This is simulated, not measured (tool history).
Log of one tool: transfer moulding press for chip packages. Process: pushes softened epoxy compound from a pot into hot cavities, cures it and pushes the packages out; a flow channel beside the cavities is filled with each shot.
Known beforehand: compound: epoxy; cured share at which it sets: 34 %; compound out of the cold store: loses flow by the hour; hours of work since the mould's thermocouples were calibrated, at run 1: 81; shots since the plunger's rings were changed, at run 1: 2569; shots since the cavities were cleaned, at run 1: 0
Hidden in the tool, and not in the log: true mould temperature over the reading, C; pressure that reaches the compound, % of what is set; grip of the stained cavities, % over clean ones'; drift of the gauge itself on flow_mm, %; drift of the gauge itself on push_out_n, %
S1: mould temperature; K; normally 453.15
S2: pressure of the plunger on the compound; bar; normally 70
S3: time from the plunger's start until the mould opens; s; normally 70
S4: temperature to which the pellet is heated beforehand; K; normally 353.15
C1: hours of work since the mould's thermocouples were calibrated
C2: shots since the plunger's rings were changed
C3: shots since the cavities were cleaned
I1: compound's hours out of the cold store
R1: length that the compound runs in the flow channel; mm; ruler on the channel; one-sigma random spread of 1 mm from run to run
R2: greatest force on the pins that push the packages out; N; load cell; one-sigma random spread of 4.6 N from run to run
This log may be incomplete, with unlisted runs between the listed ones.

{"run": 1, "day": 0.0, "S1": 453.15, "S2": 70, "S3": 70, "S4": 353.15, "C1": 81, "C2": 2569, "C3": 0, "I1": 17.9, "R1": 544.9, "R2": 239}
{"run": 2, "day": 0.396, "S1": 445.15, "S2": 70, "S3": 70, "S4": 353.15, "C1": 86, "C2": 2699, "C3": 130, "I1": 12.7, "R1": 568, "R2": 442}
{"run": 3, "day": 0.725, "S1": 445.15, "S2": 70, "S3": 70, "S4": 353.15, "C1": 91, "C2": 2806, "C3": 237, "I1": 47.1, "R1": 489.9, "R2": 423}
{"run": 4, "day": 1.267, "S1": 445.15, "S2": 70, "S3": 70, "S4": 353.15, "C1": 98, "C2": 2983, "C3": 414, "I1": 43.9, "R1": 495.2, "R2": 449}
{"run": 5, "day": 1.558, "S1": 445.15, "S2": 70, "S3": 70, "S4": 353.15, "C1": 102, "C2": 3079, "C3": 510, "I1": 46.8, "R1": 489.4, "R2": 462}
{"day": 1.958, "done": "cavities cleaned with cleaning compound and waxed"}
{"run": 6, "day": 1.988, "S1": 445.15, "S2": 70, "S3": 70, "S4": 353.15, "C1": 107, "C2": 3199, "C3": 10, "I1": 9.9, "R1": 571.1, "R2": 609}
{"run": 7, "day": 2.329, "S1": 454.15, "S2": 70, "S3": 60, "S4": 353.15, "C1": 112, "C2": 3310, "C3": 121, "I1": 38.8, "R1": 494.3, "R2": 466}
{"run": 8, "day": 2.975, "S1": 454.15, "S2": 70, "S3": 60, "S4": 358.15, "C1": 121, "C2": 3522, "C3": 333, "I1": 34.7, "R1": 500.4, "R2": 476}
{"run": 9, "day": 3.662, "S1": 454.15, "S2": 70, "S3": 60, "S4": 358.15, "C1": 130, "C2": 3747, "C3": 558, "I1": 19.8, "R1": 530.1, "R2": 489}
{"day": 3.875, "done": "cavities cleaned with cleaning compound and waxed"}
{"run": 10, "day": 4.083, "S1": 447.15, "S2": 70, "S3": 60, "S4": 354.15, "C1": 135, "C2": 3864, "C3": 68, "I1": 19.2, "R1": 542.7, "R2": 555}
{"day": 4.242, "done": "plunger's sealing rings changed"}
{"day": 4.508, "done": "cavities cleaned with cleaning compound and waxed, once more"}
{"run": 11, "day": 4.583, "S1": 453.15, "S2": 69.6, "S3": 70, "S4": 348.15, "C1": 139, "C2": 91, "C3": 24, "I1": 16.9, "R1": 559.1, "R2": 260}

Forecast each of these 4 alternatives for the next run:
{"run": "A", "day": 5.121, "S1": 453.15, "S2": 70, "S3": 91, "S4": 357.15, "C1": 147, "C2": 266, "C3": 199, "I1": 30.4, "R1": "?", "R2": "?"}
{"run": "B", "day": 5.121, "S1": 453.15, "S2": 69.6, "S3": 57, "S4": 348.15, "C1": 147, "C2": 266, "C3": 199, "I1": 16, "R1": "?", "R2": "?"}
{"run": "C", "day": 5.121, "S1": 457.15, "S2": 69.6, "S3": 70, "S4": 345.15, "C1": 147, "C2": 266, "C3": 199, "I1": 14.4, "R1": "?", "R2": "?"}
{"run": "D", "day": 5.121, "S1": 450.15, "S2": 65.6, "S3": 69, "S4": 353.15, "C1": 147, "C2": 266, "C3": 199, "I1": 35.9, "R1": "?", "R2": "?"}

run=A R1=529.8 R2=201
run=B R1=559.7 R2=505
run=C R1=558.1 R2=231
run=D R1=504.7 R2=331
Take away the tool's hidden state, keep each run's random variation, and the runs would have read:
run=A R1=532.7 R2=175
run=B R1=562.8 R2=437
run=C R1=561.2 R2=200
run=D R1=507.5 R2=287

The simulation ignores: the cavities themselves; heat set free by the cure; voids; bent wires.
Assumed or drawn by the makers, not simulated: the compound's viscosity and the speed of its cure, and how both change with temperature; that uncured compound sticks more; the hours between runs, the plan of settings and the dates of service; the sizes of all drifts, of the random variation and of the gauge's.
